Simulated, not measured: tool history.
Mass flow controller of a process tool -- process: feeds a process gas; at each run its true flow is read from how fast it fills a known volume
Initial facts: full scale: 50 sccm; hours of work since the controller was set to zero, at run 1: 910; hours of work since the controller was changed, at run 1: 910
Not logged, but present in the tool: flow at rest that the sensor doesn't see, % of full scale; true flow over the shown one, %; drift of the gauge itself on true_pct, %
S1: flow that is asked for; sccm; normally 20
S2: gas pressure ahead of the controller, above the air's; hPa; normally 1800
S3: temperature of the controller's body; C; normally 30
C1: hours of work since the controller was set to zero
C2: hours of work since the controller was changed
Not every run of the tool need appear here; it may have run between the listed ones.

run 1 day=0 | S1=20 S2=1800 S3=30 | C1=910 C2=910 | true_flow_(%)=98.89
run 2 day=7.821 | S1=20 S2=1800 S3=30 | C1=1054 C2=1054 | true_flow_(%)=98.91
run 3 day=14.812 | S1=20 S2=1800 S3=30 | C1=1184 C2=1184 | true_flow_(%)=98.76
run 4 day=21.046 | S1=20 S2=1800 S3=30 | C1=1299 C2=1299 | true_flow_(%)=98.94
run 5 day=25.962 | S1=20 S2=1800 S3=30 | C1=1389 C2=1389 | true_flow_(%)=98.82
run 6 day=34.054 | S1=20 S2=1800 S3=30 | C1=1539 C2=1539 | true_flow_(%)=98.68
run 7 day=44.05 | S1=20 S2=1800 S3=30 | C1=1723 C2=1723 | true_flow_(%)=98.7
run 8 day=50.988 | S1=20 S2=1800 S3=30 | C1=1852 C2=1852 | true_flow_(%)=98.71
run 9 day=61.658 | S1=20 S2=1800 S3=30 | C1=2049 C2=2049 | true_flow_(%)=98.71
run 10 day=70.779 | S1=20 S2=1800 S3=30 | C1=2217 C2=2217 | true_flow_(%)=98.56
run 11 day=81.146 | S1=20 S2=2430 S3=33 | C1=2409 C2=2409 | true_flow_(%)=98.96
run 12 day=88.504 | S1=12 S2=1560 S3=20 | C1=2544 C2=2544 | true_flow_(%)=96.47
run 13 day=94.308 | S1=20 S2=1800 S3=31 | C1=2652 C2=2652 | true_flow_(%)=98.6
run 14 day=102.617 | S1=46 S2=1450 S3=26 | C1=2805 C2=2805 | true_flow_(%)=99.76
run 15 day=109.262 | S1=20 S2=2390 S3=28 | C1=2928 C2=2928 | true_flow_(%)=98.44

Predict the results of run 16:
run 16 day=116.879 | S1=17 S2=1480 S3=28 | C1=3069 C2=3069 | true_flow_(%)=?

{"run 16": {"true flow (%)": 97.76}}
With no hidden state in the tool, this same run would have given true flow (%) 99.05.
